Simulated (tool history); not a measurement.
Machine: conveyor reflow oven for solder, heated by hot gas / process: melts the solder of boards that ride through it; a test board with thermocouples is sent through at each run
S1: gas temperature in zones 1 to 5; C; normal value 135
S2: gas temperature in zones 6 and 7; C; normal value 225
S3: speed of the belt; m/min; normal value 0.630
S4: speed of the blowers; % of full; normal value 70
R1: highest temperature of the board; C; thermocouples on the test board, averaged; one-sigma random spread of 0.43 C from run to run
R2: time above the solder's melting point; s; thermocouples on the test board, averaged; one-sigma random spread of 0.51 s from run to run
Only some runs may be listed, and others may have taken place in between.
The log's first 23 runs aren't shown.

run	hour	S1	S2	S3	S4	R1	R2
24	518.1	145	222	0.634	85	209.0	46.1
25	534.3	145	222	0.634	85	208.5	45.6
26	563.9	145	222	0.634	85	208.9	45.3
27	585.5	144	222	0.634	88	209.5	45.8
28	606.5	144	222	0.634	88	208.3	46.5
29	620.2	121	218	0.709	57	188.4	11.3
30	633.1	135	235	0.630	70	215.5	46.3
31	663.0	134	235	0.569	83	220.3	56.9

Below are 3 alternative next runs, each starting from the tool's condition after run 31. Predict each:
A	692.0	131	235	0.518	81	?	?
B	692.0	140	235	0.716	74	?	?
C	692.0	135	232	0.630	70	?	?

run	R1	R2
A	222.3	63.1
B	210.7	39.6
C	211.9	44.1
Take away the tool's hidden state, keep each run's random variation, and the runs would have read:
run	R1	R2
A	221.9	62.5
B	211.0	39.7
C	211.9	44.0
